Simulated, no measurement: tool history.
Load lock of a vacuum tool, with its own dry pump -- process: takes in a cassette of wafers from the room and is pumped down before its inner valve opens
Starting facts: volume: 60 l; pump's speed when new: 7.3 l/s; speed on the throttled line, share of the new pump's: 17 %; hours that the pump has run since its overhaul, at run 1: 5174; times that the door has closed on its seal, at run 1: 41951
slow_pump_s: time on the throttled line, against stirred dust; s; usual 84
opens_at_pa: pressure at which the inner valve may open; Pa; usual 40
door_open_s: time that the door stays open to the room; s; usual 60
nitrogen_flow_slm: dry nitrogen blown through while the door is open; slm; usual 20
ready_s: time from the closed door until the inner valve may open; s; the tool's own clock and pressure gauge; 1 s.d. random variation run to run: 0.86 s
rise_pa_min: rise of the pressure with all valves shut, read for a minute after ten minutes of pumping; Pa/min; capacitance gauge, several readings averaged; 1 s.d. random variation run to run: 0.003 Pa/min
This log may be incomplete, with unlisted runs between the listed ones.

run	hour	slow_pump_s	opens_at_pa	door_open_s	nitrogen_flow_slm	hours that the pump has run since its overhaul	times that the door has closed on its seal	incoming humidity of the room's air, %	ready_s	rise_pa_min
1	0	84	40	60	20	5174	41951	45.1	137.5	0.088
2	154.2	84	28	60	20	5328	42462	46.2	143.6	0.08
3	452.1	84	34	60	20	5626	43450	43.3	140.5	0.091
4	601.4	84	34	60	20	5775	43946	49.8	141.2	0.097
5	909.6	84	34	60	20	6084	44968	44.6	138.3	0.093
6	1135.6	84	34	220	6	6310	45717	41.6	141.2	0.134
7	1293.5	84	34	220	6	6468	46241	46.9	140.2	0.151
8	1548.1	84	34	220	6	6722	47085	44.5	140.8	0.144
9	1705.6	68	46	111	28	6880	47607	42.3	125.4	0.104
10	1850.4	84	28	60	16	7024	48087	43.8	143.9	0.098

How would selected steps in ready_s from run to run divide? Give the signed amount a tool lacking its hidden state would still show from settings, what came in and random variation, and the signed amount left for the hidden state, including any gauge scatter that is not in both of the compared results.
Hidden state present: pump's speed, % of a new pump's; leak at the door's seal, Pa l/s; drift of the gauge itself on ready_s, %; drift of the gauge itself on rise_pa_min, %.
Run 1 -> 2: opens_at_pa 40 -> 28. ready_s +6.1 s: hidden state +0.5, all else +5.6.
Run 9 -> 10: slow_pump_s 68 -> 84, opens_at_pa 46 -> 28, door_open_s 111 -> 60, nitrogen_flow_slm 28 -> 16. ready_s +18.5 s: hidden state +0.2, all else +18.3.

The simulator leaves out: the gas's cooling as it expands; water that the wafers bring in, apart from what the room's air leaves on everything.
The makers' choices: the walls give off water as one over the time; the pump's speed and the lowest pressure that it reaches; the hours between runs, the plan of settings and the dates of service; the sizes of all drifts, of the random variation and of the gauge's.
